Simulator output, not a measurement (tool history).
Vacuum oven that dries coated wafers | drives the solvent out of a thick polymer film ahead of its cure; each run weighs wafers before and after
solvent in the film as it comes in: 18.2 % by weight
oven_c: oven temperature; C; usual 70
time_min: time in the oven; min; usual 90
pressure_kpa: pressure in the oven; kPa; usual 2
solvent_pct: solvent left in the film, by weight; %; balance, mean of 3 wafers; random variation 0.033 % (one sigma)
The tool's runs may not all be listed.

Run 1, hour 0: usual settings. Result: solvent_pct 2.93 %.
Run 2, hour 54.8: usual settings. Result: solvent_pct 2.92 %.
Run 3, hour 109: usual settings. Result: solvent_pct 3 %.
Run 4, hour 144.7: usual settings. Result: solvent_pct 3.06 %.
Run 5, hour 206.2: usual settings. Result: solvent_pct 3 %.
Run 6, hour 236.4: usual settings. Result: solvent_pct 3.04 %.
Run 7, hour 289.8: usual settings but oven_c 65 C. Result: solvent_pct 5.05 %.
Run 8, hour 348.9: usual settings but time_min 63 min. Result: solvent_pct 4.46 %.
Run 9, hour 401.5: usual settings but time_min 63 min. Result: solvent_pct 4.52 %.
Run 10, hour 459.7: usual settings. Result: solvent_pct 3.14 %.
Run 11, hour 499.8: usual settings. Result: solvent_pct 3.07 %.
Run 12, hour 554.9: usual settings. Result: solvent_pct 3.11 %.
Run 13, hour 583.5: usual settings. Result: solvent_pct 3.16 %.
Run 14, hour 624.3: usual settings. Result: solvent_pct 3.1 %.
Run 15, hour 674.7: usual settings but oven_c 78 C, time_min 64 min, pressure_kpa 3.33 kPa. Result: solvent_pct 2.36 %.
Run 16, hour 735.6: usual settings but oven_c 58 C, time_min 76 min, pressure_kpa 1.1 kPa. Result: solvent_pct 8.63 %.
Run 17, hour 790.7: usual settings but oven_c 67 C, time_min 76 min, pressure_kpa 2.57 kPa. Result: solvent_pct 5.32 %.
Run 18, hour 832.5: usual settings but oven_c 58 C, time_min 85 min, pressure_kpa 1.01 kPa. Result: solvent_pct 8.14 %.
Run 19, hour 870.6: usual settings but oven_c 75 C, time_min 104 min, pressure_kpa 1.96 kPa. Result: solvent_pct 1.49 %.
Run 20, hour 898.2: usual settings but oven_c 75 C, time_min 104 min, pressure_kpa 1.96 kPa. Result: solvent_pct 1.47 %.
Run 21, hour 926.9: usual settings but oven_c 75 C, time_min 104 min, pressure_kpa 1.96 kPa. Result: solvent_pct 1.45 %.
Run 22, hour 989.8: usual settings but oven_c 75 C, time_min 104 min, pressure_kpa 1.96 kPa. Result: solvent_pct 1.46 %.
Run 23, hour 1037.8: usual settings but oven_c 75 C, time_min 104 min, pressure_kpa 1.11 kPa. Result: solvent_pct 1.1 %.
Run 24, hour 1081.7: usual settings but oven_c 62 C, time_min 49 min, pressure_kpa 1.38 kPa. Result: solvent_pct 9.23 %.
Run 25, hour 1136.2: usual settings but oven_c 73 C, time_min 49 min, pressure_kpa 4.46 kPa. Result: solvent_pct 5.61 %.
Run 26, hour 1182.7: usual settings but time_min 83 min, pressure_kpa 4.46 kPa. Result: solvent_pct 4.73 %.
Run 27, hour 1208.6: usual settings but time_min 83 min, pressure_kpa 4.46 kPa. Result: solvent_pct 4.68 %.

4 ways to go on from here, each from the tool as it stands after run 27. What would each give?
Run A, hour 1254.9: usual settings but time_min 76 min. Result: solvent_pct ?.
Run B, hour 1254.9: usual settings but oven_c 57 C, time_min 83 min, pressure_kpa 1.86 kPa. Result: solvent_pct ?.
Run C, hour 1254.9: usual settings but oven_c 77 C, time_min 63 min, pressure_kpa 1.12 kPa. Result: solvent_pct ?.
Run D, hour 1254.9: usual settings but oven_c 79 C, time_min 77 min, pressure_kpa 1.23 kPa. Result: solvent_pct ?.

run  solvent_pct
  A         3.85
  B         9.21
  C         1.86
  D         1.07
Without the tool's hidden state the same runs would have given:
run  solvent_pct
  A         3.47
  B         8.78
  C         1.59
  D         0.86

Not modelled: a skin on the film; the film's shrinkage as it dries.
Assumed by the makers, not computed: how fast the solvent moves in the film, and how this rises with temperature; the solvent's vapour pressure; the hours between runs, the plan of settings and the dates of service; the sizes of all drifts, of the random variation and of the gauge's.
